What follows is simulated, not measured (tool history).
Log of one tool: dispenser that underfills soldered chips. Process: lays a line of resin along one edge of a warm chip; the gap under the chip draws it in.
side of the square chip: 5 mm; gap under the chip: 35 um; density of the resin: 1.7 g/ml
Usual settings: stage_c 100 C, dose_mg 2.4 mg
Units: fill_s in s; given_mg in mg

run	day	stage_c	dose_mg	fill_s	given_mg
1	0	100	2.4	47.2	2.32
# day 0.092: new syringe of resin
2	0.246	100	2.4	43	2.3
# day 0.467: new syringe of resin
3	0.538	100	2.4	40.7	2.32
# day 0.825: new syringe of resin
4	0.971	100	3.09	42.7	2.99
# day 1.183: new syringe of resin
5	1.454	100	3.09	48.6	2.99
# day 1.558: new syringe of resin
6	1.7	100	3.09	43.3	2.97
# day 1.925: new syringe of resin
7	2.112	100	3.09	45.1	2.96
# day 2.312: new syringe of resin
8	2.4	100	3.09	40.5	2.95
# day 2.6: dispensing valve cleaned and set on the balance
# day 2.733: new syringe of resin
9	2.821	100	3.09	40.3	3.09
# day 3.1: new syringe of resin
10	3.162	100	3.09	38.9	3.07
# day 3.475: new syringe of resin
11	3.475	100	3.09	37.2	3.08
12	3.746	102	2.4	43	2.38
# day 3.829: new syringe of resin
# day 4.192: new syringe of resin
13	4.254	102	2.4	37.5	2.39
# day 4.562: new syringe of resin
14	4.621	100	2.4	39.9	2.37
# day 4.925: new syringe of resin
15	4.962	100	2.4	39.7	2.37
# day 5.288: new syringe of resin
16	5.321	100	2.4	39.4	2.38
17	5.55	100	2.4	47.3	2.36
# day 5.646: new syringe of resin
18	5.954	100	2.15	50.4	2.15
# day 6: new syringe of resin
19	6.188	100	2.72	44.4	2.71
# day 6.375: new syringe of resin
20	6.404	100	2.72	38.7	2.67
21	6.638	100	2.72	46.3	2.66
# day 6.754: new syringe of resin
22	7.058	100	2.72	48	2.66
# day 7.108: new syringe of resin
23	7.279	101	2.38	41.5	2.32
# day 7.467: new syringe of resin
24	7.508	102	2.69	36.5	2.64
25	7.779	104	2.5	42	2.43
# day 7.829: new syringe of resin
26	8.012	101	2.68	40.8	2.62
# day 8.188: new syringe of resin
27	8.275	113	2.21	24.8	2.14
28	8.517	112	2.65	31.1	2.56
# day 8.55: new syringe of resin
29	8.725	112	2.65	28.2	2.56
# day 8.938: new syringe of resin
30	9.142	96	2.4	52.2	2.34
# day 9.292: new syringe of resin
31	9.617	109	2.6	33.3	2.5
# day 9.658: new syringe of resin
# day 10.021: new syringe of resin
32	10.021	105	2.26	30.8	2.18
33	10.233	86	2.7	76.9	2.61
# day 10.408: new syringe of resin
34	10.496	106	2.51	32.4	2.41
# day 10.783: new syringe of resin
35	10.817	106	2.51	29.7	2.42
# day 11.142: new syringe of resin
36	11.3	100	2.83	42.5	2.73

Some steps in fill_s between neighbouring runs. How much of each would the tool show without its hidden state too (settings, what came in, random variation), and how much is left for the hidden state, with any gauge scatter that isn't in both results?
The hidden state here: resin's viscosity, % of fresh resin's; dose that the valve gives, % of what is set; true chip temperature over the reading, C; drift of the gauge itself on fill_s, %; drift of the gauge itself on given_mg, %.
Run 11 -> 12: stage_c 100 -> 102, dose_mg 3.09 -> 2.4. fill_s +5.8 s: hidden state +8.8, all else -3.
Run 24 -> 25: stage_c 102 -> 104, dose_mg 2.69 -> 2.5. fill_s +5.5 s: hidden state +8.4, all else -2.9.
Run 29 -> 30: stage_c 112 -> 96, dose_mg 2.65 -> 2.4, new syringe of resin. fill_s +24 s: hidden state +3.6, all else +20.4.
Run 32 -> 33: stage_c 105 -> 86, dose_mg 2.26 -> 2.7. fill_s +46.1 s: hidden state +10.6, all else +35.5.
Run 33 -> 34: stage_c 86 -> 106, dose_mg 2.7 -> 2.51, new syringe of resin. fill_s -44.5 s: hidden state -8.3, all else -36.2.
